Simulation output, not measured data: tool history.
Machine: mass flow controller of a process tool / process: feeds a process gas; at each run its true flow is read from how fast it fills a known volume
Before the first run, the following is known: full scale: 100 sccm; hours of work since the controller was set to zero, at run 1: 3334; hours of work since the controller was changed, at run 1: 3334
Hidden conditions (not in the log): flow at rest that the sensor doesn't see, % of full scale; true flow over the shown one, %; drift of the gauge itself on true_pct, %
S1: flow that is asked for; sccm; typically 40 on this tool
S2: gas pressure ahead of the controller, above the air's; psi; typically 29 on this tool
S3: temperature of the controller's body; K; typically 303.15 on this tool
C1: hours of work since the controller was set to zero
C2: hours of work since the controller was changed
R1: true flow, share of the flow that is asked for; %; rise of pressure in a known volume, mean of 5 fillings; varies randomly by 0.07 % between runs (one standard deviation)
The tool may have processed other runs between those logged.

{"run": 1, "hour": 0.0, "S1": 40, "S2": 29, "S3": 303.15, "C1": 3334, "C2": 3334, "R1": 97.69}
{"run": 2, "hour": 456.1, "S1": 40, "S2": 29, "S3": 303.15, "C1": 3540, "C2": 3540, "R1": 97.69}
{"run": 3, "hour": 715.8, "S1": 40, "S2": 29.2, "S3": 303.15, "C1": 3658, "C2": 3658, "R1": 97.67}
{"run": 4, "hour": 1002.2, "S1": 40, "S2": 29, "S3": 303.15, "C1": 3788, "C2": 3788, "R1": 97.66}
{"run": 5, "hour": 1505.3, "S1": 40, "S2": 29, "S3": 308.15, "C1": 4016, "C2": 4016, "R1": 97.19}
{"run": 6, "hour": 1870.0, "S1": 13, "S2": 29, "S3": 303.15, "C1": 4181, "C2": 4181, "R1": 96.73}
{"run": 7, "hour": 2234.2, "S1": 13, "S2": 30.2, "S3": 303.15, "C1": 4346, "C2": 4346, "R1": 96.62}
{"run": 8, "hour": 2665.2, "S1": 40, "S2": 29, "S3": 303.15, "C1": 4541, "C2": 4541, "R1": 97.61}
{"run": 9, "hour": 3127.8, "S1": 40, "S2": 29, "S3": 303.15, "C1": 4751, "C2": 4751, "R1": 97.59}
{"run": 10, "hour": 3578.0, "S1": 40, "S2": 29, "S3": 303.15, "C1": 4954, "C2": 4954, "R1": 97.74}
{"run": 11, "hour": 3963.7, "S1": 40, "S2": 29, "S3": 303.15, "C1": 5129, "C2": 5129, "R1": 97.54}
{"run": 12, "hour": 4255.5, "S1": 40, "S2": 29, "S3": 303.15, "C1": 5261, "C2": 5261, "R1": 97.54}
{"run": 13, "hour": 4540.6, "S1": 40, "S2": 29, "S3": 296.15, "C1": 5391, "C2": 5391, "R1": 98.26}
{"run": 14, "hour": 5049.2, "S1": 40, "S2": 24.8, "S3": 296.15, "C1": 5621, "C2": 5621, "R1": 98.2}
{"run": 15, "hour": 5433.5, "S1": 40, "S2": 29, "S3": 310.15, "C1": 5795, "C2": 5795, "R1": 97.06}
{"run": 16, "hour": 5851.3, "S1": 19, "S2": 29, "S3": 310.15, "C1": 5984, "C2": 5984, "R1": 96.43}
{"run": 17, "hour": 6184.8, "S1": 19, "S2": 29, "S3": 310.15, "C1": 6135, "C2": 6135, "R1": 96.47}
{"run": 18, "hour": 6552.8, "S1": 19, "S2": 29, "S3": 310.15, "C1": 6302, "C2": 6302, "R1": 96.31}
{"run": 19, "hour": 7132.8, "S1": 19, "S2": 29, "S3": 310.15, "C1": 6565, "C2": 6565, "R1": 96.33}
{"run": 20, "hour": 7604.8, "S1": 12, "S2": 29, "S3": 303.15, "C1": 6779, "C2": 6779, "R1": 96.67}
{"run": 21, "hour": 7891.0, "S1": 12, "S2": 29, "S3": 303.15, "C1": 6908, "C2": 6908, "R1": 96.67}
{"run": 22, "hour": 8376.8, "S1": 12, "S2": 29, "S3": 303.15, "C1": 7128, "C2": 7128, "R1": 96.69}
{"run": 23, "hour": 8938.4, "S1": 40, "S2": 29, "S3": 301.15, "C1": 7383, "C2": 7383, "R1": 97.84}
{"run": 24, "hour": 9396.7, "S1": 42, "S2": 29, "S3": 303.15, "C1": 7590, "C2": 7590, "R1": 97.69}
{"hour": 9472.5, "done": "controller's zero set anew"}
{"run": 25, "hour": 9749.3, "S1": 80, "S2": 40, "S3": 299.15, "C1": 125, "C2": 7750, "R1": 99.55}
{"run": 26, "hour": 10263.8, "S1": 80, "S2": 40, "S3": 299.15, "C1": 358, "C2": 7983, "R1": 99.29}
{"run": 27, "hour": 10751.6, "S1": 80, "S2": 25.1, "S3": 295.15, "C1": 579, "C2": 8204, "R1": 99.45}
{"run": 28, "hour": 11093.7, "S1": 21, "S2": 25.1, "S3": 305.15, "C1": 734, "C2": 8359, "R1": 96.88}
{"run": 29, "hour": 11493.3, "S1": 21, "S2": 25.1, "S3": 305.15, "C1": 915, "C2": 8540, "R1": 96.84}
{"run": 30, "hour": 12011.9, "S1": 21, "S2": 25.1, "S3": 305.15, "C1": 1150, "C2": 8775, "R1": 96.94}
{"run": 31, "hour": 12372.7, "S1": 84, "S2": 27.4, "S3": 302.15, "C1": 1314, "C2": 8938, "R1": 99.18}
{"run": 32, "hour": 12943.9, "S1": 84, "S2": 27.4, "S3": 302.15, "C1": 1573, "C2": 9197, "R1": 99.24}
{"run": 33, "hour": 13286.5, "S1": 21, "S2": 28.4, "S3": 303.15, "C1": 1728, "C2": 9352, "R1": 97.07}
{"run": 34, "hour": 13685.9, "S1": 21, "S2": 25.7, "S3": 303.15, "C1": 1909, "C2": 9533, "R1": 96.98}
{"run": 35, "hour": 14126.5, "S1": 40, "S2": 29, "S3": 310.15, "C1": 2108, "C2": 9733, "R1": 96.99}
{"run": 36, "hour": 14649.5, "S1": 40, "S2": 29, "S3": 310.15, "C1": 2345, "C2": 9970, "R1": 97.09}
{"run": 37, "hour": 15148.7, "S1": 40, "S2": 29, "S3": 310.15, "C1": 2571, "C2": 10196, "R1": 97.08}
{"run": 38, "hour": 15559.1, "S1": 66, "S2": 29.3, "S3": 310.15, "C1": 2757, "C2": 10382, "R1": 97.76}
{"run": 39, "hour": 15814.8, "S1": 55, "S2": 26.3, "S3": 295.15, "C1": 2873, "C2": 10498, "R1": 98.76}
{"run": 40, "hour": 16273.8, "S1": 55, "S2": 26.3, "S3": 295.15, "C1": 3081, "C2": 10706, "R1": 98.75}
{"run": 41, "hour": 16598.5, "S1": 21, "S2": 37.9, "S3": 293.15, "C1": 3228, "C2": 10853, "R1": 98.02}
{"run": 42, "hour": 17117.6, "S1": 22, "S2": 37.9, "S3": 296.15, "C1": 3463, "C2": 11088, "R1": 97.67}
{"run": 43, "hour": 17411.4, "S1": 16, "S2": 23.6, "S3": 296.15, "C1": 3596, "C2": 11221, "R1": 97.15}
{"run": 44, "hour": 17662.3, "S1": 36, "S2": 24.9, "S3": 311.15, "C1": 3710, "C2": 11335, "R1": 96.83}
{"run": 45, "hour": 18079.5, "S1": 23, "S2": 24.9, "S3": 299.15, "C1": 3899, "C2": 11524, "R1": 97.39}
{"run": 46, "hour": 18541.7, "S1": 23, "S2": 29.6, "S3": 299.15, "C1": 4108, "C2": 11733, "R1": 97.34}
{"run": 47, "hour": 18880.7, "S1": 11, "S2": 23.8, "S3": 308.15, "C1": 4262, "C2": 11887, "R1": 96.05}
{"run": 48, "hour": 19388.2, "S1": 11, "S2": 23.8, "S3": 308.15, "C1": 4492, "C2": 12116, "R1": 96.12}

What if the next run were any one of these 3? Each begins from the tool's condition after run 48:
{"run": "A", "hour": 19873.8, "S1": 16, "S2": 24.2, "S3": 293.15, "C1": 4712, "C2": 12336, "R1": "?"}
{"run": "B", "hour": 19873.8, "S1": 31, "S2": 33.1, "S3": 311.15, "C1": 4712, "C2": 12336, "R1": "?"}
{"run": "C", "hour": 19873.8, "S1": 73, "S2": 22.2, "S3": 297.15, "C1": 4712, "C2": 12336, "R1": "?"}

run=A R1=97.58
run=B R1=96.72
run=C R1=99.1
The same runs, with their run-to-run variation unchanged, on a tool lacking any hidden condition would have given:
run=A R1=97.6
run=B R1=96.73
run=C R1=99.1
